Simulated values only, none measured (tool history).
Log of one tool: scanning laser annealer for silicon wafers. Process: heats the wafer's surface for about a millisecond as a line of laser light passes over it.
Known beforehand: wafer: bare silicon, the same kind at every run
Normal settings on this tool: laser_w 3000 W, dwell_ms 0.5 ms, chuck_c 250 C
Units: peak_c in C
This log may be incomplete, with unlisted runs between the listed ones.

run	hour	laser_w	dwell_ms	chuck_c	peak_c
1	0	3000	0.5	250	959
2	19.5	3000	0.5	250	958
3	34.2	3000	0.5	250	957
4	48.6	3000	0.5	250	961
5	62.5	3000	0.5	250	959
6	76.7	3000	0.5	250	956
7	96.6	3067	0.5	250	981
8	106.7	3000	0.5	250	957
9	120	3000	0.5	250	957
10	131.6	3000	0.5	250	956
11	146.3	3000	0.431	250	901
12	161.3	3000	0.431	250	901
13	176.4	3000	0.431	250	898
14	195.4	3000	0.431	250	898
15	208.2	3048	0.36	215	817
16	224.3	3107	0.561	263	1050
17	240.2	3000	0.5	274	976
18	250	3000	0.5	274	976
19	266.6	3259	0.544	283	1103
20	275.1	3167	0.368	254	893
21	286.1	3167	0.368	254	892
22	296.6	2628	0.368	250	752
23	312.7	2628	0.368	250	750
24	329	3147	0.567	262	1063
25	343.8	2874	0.465	228	862
26	358.1	2935	0.5	250	929

Run 27 has not been measured yet. What should we expect?
27	366.8	2609	0.5	263	?

peak_c: 846 C
Take away the tool's hidden state, keep the run-to-run variation as it was, and the same run would have given peak_c 861 C.

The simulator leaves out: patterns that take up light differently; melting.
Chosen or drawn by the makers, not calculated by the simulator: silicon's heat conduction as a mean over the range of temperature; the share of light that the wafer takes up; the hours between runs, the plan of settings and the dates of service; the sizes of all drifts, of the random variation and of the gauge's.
